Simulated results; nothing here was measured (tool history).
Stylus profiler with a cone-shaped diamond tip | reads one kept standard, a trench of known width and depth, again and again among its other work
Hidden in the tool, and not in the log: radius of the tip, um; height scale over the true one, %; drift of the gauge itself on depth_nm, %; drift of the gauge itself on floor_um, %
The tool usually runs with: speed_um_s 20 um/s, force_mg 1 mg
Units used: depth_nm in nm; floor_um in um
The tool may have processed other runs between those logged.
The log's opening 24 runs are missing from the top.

run    hour  speed_um_s  force_mg  scans with this tip  hours of work since the height scale was calibrated  depth_nm  floor_um
 25  2286.3          37      2.48                22823                                                 1969    199.28     45.52
 26  2409.6           5       1.9                23903                                                 2063    199.13     45.55
 27    2477           5       1.9                24495                                                 2114    199.02     45.51
 28    2557           5       1.9                25196                                                 2174    199.02      45.5
     2662.5  -- height scale calibrated on a step standard
 29  2666.2          19      0.61                26148                                                    3    200.56      45.3
 30  2747.9          43      0.62                26865                                                   65    200.39     45.02
     2773.1  -- new tip fitted, height scale calibrated
 31  2808.1          21      0.67                  307                                                   26    200.56     47.01
 32  2860.7          40      0.54                  768                                                   66    200.65      46.7
 33  2934.1          14      0.35                 1411                                                  122    200.43     46.87
 34  3005.1          16      0.99                 2034                                                  176    200.45     46.91
 35  3058.6           7      0.68                 2503                                                  216    200.35      46.9
 36  3175.9          20      2.45                 3531                                                  305    201.14     46.85
 37  3280.3          37      2.45                 4446                                                  384    200.78     46.68
 38  3382.9          32      1.62                 5345                                                  461    200.41      46.6
 39  3469.9          35      1.49                 6108                                                  527    200.37     46.57
 40  3594.1          35      0.55                 7196                                                  621    200.11     46.23
 41  3654.3          33      0.85                 7725                                                  667    199.99     46.28

What if the next run were any one of these 5? Each begins from the tool's condition after run 41:
  A  3726          30      1.58                 8353                                                  721         ?         ?
  B  3726           8      0.87                 8353                                                  721         ?         ?
  C  3726          17      0.85                 8353                                                  721         ?         ?
  D  3726           8      0.48                 8353                                                  721         ?         ?
  E  3726          12      2.36                 8353                                                  721         ?         ?

run  depth_nm  floor_um
  A    200.45     46.36
  B    200.13     46.47
  C    200.02     46.44
  D     199.8     46.47
  E    200.55     46.53
Without the tool's unlogged condition, the same runs would have read:
run  depth_nm  floor_um
  A    201.13        47
  B    200.81     47.11
  C     200.7     47.08
  D    200.47     47.12
  E    201.23     47.17

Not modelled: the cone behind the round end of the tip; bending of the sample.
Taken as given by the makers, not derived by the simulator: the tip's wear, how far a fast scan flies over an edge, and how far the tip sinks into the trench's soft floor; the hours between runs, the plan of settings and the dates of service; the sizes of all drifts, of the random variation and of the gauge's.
